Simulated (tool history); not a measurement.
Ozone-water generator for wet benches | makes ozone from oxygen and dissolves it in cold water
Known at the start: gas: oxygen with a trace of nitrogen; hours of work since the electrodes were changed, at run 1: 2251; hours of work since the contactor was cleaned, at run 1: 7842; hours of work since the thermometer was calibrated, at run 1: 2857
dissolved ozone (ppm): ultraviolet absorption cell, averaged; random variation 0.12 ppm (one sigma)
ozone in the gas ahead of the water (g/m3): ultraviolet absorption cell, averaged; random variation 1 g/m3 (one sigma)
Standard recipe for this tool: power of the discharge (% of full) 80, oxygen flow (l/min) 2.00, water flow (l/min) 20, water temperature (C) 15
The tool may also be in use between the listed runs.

| run | day | power of the discharge (% of full) | oxygen flow (l/min) | water flow (l/min) | water temperature (C) | hours of work since the electrodes were changed | hours of work since the contactor was cleaned | hours of work since the thermometer was calibrated | dissolved ozone (ppm) | ozone in the gas ahead of the water (g/m3) |
|---|---|---|---|---|---|---|---|---|---|---|
| 1 | 0.000 | 80 | 2.00 | 20 | 15 | 2251 | 7842 | 2857 | 10.0 | 171.8 |
| 2 | 2.321 | 80 | 2.00 | 20 | 15 | 2299 | 7890 | 2904 | 9.9 | 172.7 |
| 3 | 4.825 | 80 | 2.00 | 20 | 15 | 2350 | 7941 | 2956 | 10.0 | 171.9 |
| 4 | 7.088 | 80 | 2.00 | 20 | 15 | 2397 | 7988 | 3003 | 10.0 | 171.1 |
| 5 | 9.633 | 80 | 2.00 | 20 | 15 | 2450 | 8041 | 3055 | 9.9 | 169.4 |
| 6 | 11.854 | 80 | 2.00 | 20 | 15 | 2495 | 8086 | 3101 | 9.9 | 172.5 |
| 7 | 13.492 | 80 | 2.00 | 20 | 15 | 2529 | 8120 | 3135 | 10.1 | 172.4 |
| 8 | 16.054 | 80 | 2.00 | 20 | 15 | 2582 | 8173 | 3188 | 10.0 | 170.5 |
| 9 | 17.329 | 80 | 2.00 | 20 | 15 | 2608 | 8199 | 3214 | 10.0 | 169.9 |
| 10 | 18.633 | 80 | 2.00 | 20 | 15 | 2635 | 8226 | 3241 | 10.0 | 171.1 |
| 11 | 20.617 | 80 | 2.00 | 20 | 15 | 2676 | 8267 | 3282 | 9.8 | 173.2 |
| 12 | 21.783 | 80 | 2.00 | 20 | 15 | 2700 | 8291 | 3306 | 10.0 | 169.9 |
| 13 | 24.454 | 80 | 1.98 | 20 | 15 | 2755 | 8346 | 3361 | 10.1 | 170.7 |
| 14 | 26.325 | 80 | 2.00 | 13 | 15 | 2794 | 8385 | 3399 | 14.7 | 169.0 |
| 15 | 28.254 | 80 | 2.00 | 13 | 15 | 2834 | 8425 | 3439 | 14.7 | 168.4 |
| 16 | 30.992 | 80 | 2.00 | 30 | 15 | 2890 | 8481 | 3496 | 6.6 | 172.1 |
| 17 | 33.267 | 65 | 2.00 | 19 | 15 | 2937 | 8528 | 3543 | 9.1 | 147.9 |
| 18 | 35.996 | 65 | 3.40 | 19 | 9 | 2993 | 8584 | 3599 | 10.8 | 113.2 |
|  | 36.238 | water thermometer calibrated |
| 19 | 38.129 | 68 | 2.94 | 19 | 22 | 3037 | 8628 | 39 | 9.4 | 124.4 |
| 20 | 40.004 | 80 | 2.00 | 20 | 17 | 3076 | 8667 | 78 | 9.9 | 169.3 |
| 21 | 42.517 | 77 | 1.73 | 24 | 23 | 3127 | 8718 | 129 | 7.4 | 177.2 |
| 22 | 45.175 | 77 | 1.73 | 24 | 23 | 3182 | 8773 | 184 | 7.1 | 177.9 |
| 23 | 46.379 | 77 | 1.73 | 24 | 23 | 3207 | 8798 | 209 | 7.0 | 176.6 |
| 24 | 48.608 | 80 | 2.00 | 24 | 10 | 3253 | 8844 | 255 | 8.5 | 170.8 |
| 25 | 50.250 | 70 | 1.75 | 13 | 15 | 3287 | 8878 | 289 | 12.9 | 163.3 |
| 26 | 52.783 | 80 | 1.55 | 20 | 15 | 3339 | 8930 | 341 | 9.0 | 192.6 |
| 27 | 54.779 | 80 | 1.55 | 20 | 15 | 3380 | 8971 | 382 | 8.9 | 191.6 |
| 28 | 56.488 | 49 | 1.55 | 20 | 15 | 3415 | 9007 | 418 | 6.4 | 135.3 |
| 29 | 59.296 | 80 | 1.47 | 20 | 23 | 3473 | 9064 | 476 | 8.5 | 197.0 |
| 30 | 61.588 | 93 | 1.31 | 19 | 10 | 3521 | 9112 | 523 | 10.1 | 230.1 |
| 31 | 63.079 | 93 | 1.31 | 14 | 23 | 3551 | 9142 | 554 | 12.5 | 230.5 |
| 32 | 64.879 | 82 | 2.00 | 20 | 8 | 3589 | 9180 | 591 | 10.2 | 173.6 |

Forecast each of these 3 alternatives for the next run:
| A | 66.938 | 66 | 1.44 | 20 | 17 | 3631 | 9222 | 633 | ? | ? |
| B | 66.938 | 82 | 2.00 | 31 | 8 | 3631 | 9222 | 633 | ? | ? |
| C | 66.938 | 80 | 2.00 | 17 | 17 | 3631 | 9222 | 633 | ? | ? |

| run | dissolved ozone (ppm) | ozone in the gas ahead of the water (g/m3) |
|---|---|---|
| A | 7.6 | 171.5 |
| B | 6.3 | 172.4 |
| C | 11.1 | 168.5 |
Stripped of hidden state, with their random variation kept, the same runs would have yielded:
| run | dissolved ozone (ppm) | ozone in the gas ahead of the water (g/m3) |
|---|---|---|
| A | 8.6 | 179.7 |
| B | 7.3 | 181.9 |
| C | 12.7 | 177.8 |
